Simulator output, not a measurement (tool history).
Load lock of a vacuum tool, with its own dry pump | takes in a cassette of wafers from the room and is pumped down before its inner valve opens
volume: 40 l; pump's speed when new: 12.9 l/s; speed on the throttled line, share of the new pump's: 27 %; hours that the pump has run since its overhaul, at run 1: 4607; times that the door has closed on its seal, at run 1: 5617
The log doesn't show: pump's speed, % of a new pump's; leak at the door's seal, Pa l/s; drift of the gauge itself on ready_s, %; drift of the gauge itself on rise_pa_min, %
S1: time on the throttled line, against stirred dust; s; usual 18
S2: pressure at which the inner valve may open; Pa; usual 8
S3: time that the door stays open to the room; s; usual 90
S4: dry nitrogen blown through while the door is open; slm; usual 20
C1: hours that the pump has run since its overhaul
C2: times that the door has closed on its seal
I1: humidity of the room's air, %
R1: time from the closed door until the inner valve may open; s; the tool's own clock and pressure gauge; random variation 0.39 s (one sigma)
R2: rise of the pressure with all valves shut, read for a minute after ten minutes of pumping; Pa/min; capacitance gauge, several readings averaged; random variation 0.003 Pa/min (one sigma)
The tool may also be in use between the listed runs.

run	day	S1	S2	S3	S4	C1	C2	I1	R1	R2
1	0.000	18	8	90	20	4607	5617	43.3	45.2	0.059
2	2.933	18	8	90	20	4678	5758	45.5	44.7	0.063
3	7.992	18	8	34	20	4799	6000	48.5	44.9	0.057
4	12.183	18	8	34	20	4900	6200	49.7	44.6	0.059
5	17.617	18	8	34	20	5030	6461	43.3	44.5	0.061
6	22.000	18	8	90	20	5135	6670	46.0	44.8	0.076
7	27.292	18	8	90	20	5262	6924	45.8	44.9	0.076
8	30.792	18	8	90	20	5346	7091	46.0	45.5	0.080
9	34.275	18	8	90	20	5430	7258	43.0	45.0	0.080
10	38.379	18	8	90	20	5528	7454	43.6	45.8	0.083
11	43.100	28	8	90	20	5642	7681	48.3	52.2	0.088
12	46.988	28	8	90	20	5735	7867	43.6	52.9	0.085
13	49.254	28	8	90	20	5789	7975	41.6	52.3	0.089
14	54.004	36	7	113	37	5903	8203	47.2	58.0	0.089
15	57.929	36	14	113	11	5997	8390	49.2	56.3	0.108
16	62.712	36	14	113	11	6112	8619	43.3	56.3	0.109

5 ways to go on from here, each from the tool as it stands after run 16. What would each give?
A	67.546	18	16	90	20	6228	8851	46.0	?	?
B	67.546	36	6	104	11	6228	8851	49.2	?	?
C	67.546	34	14	28	20	6228	8851	43.4	?	?
D	67.546	36	10	113	11	6228	8851	51.3	?	?
E	67.546	20	8	90	20	6228	8851	45.7	?	?

run	R1	R2
A	43.0	0.099
B	59.1	0.110
C	54.6	0.085
D	57.4	0.113
E	47.3	0.097
Without the tool's hidden state the same runs would have given:
run	R1	R2
A	40.2	0.024
B	56.5	0.034
C	52.2	0.009
D	55.0	0.037
E	44.2	0.021
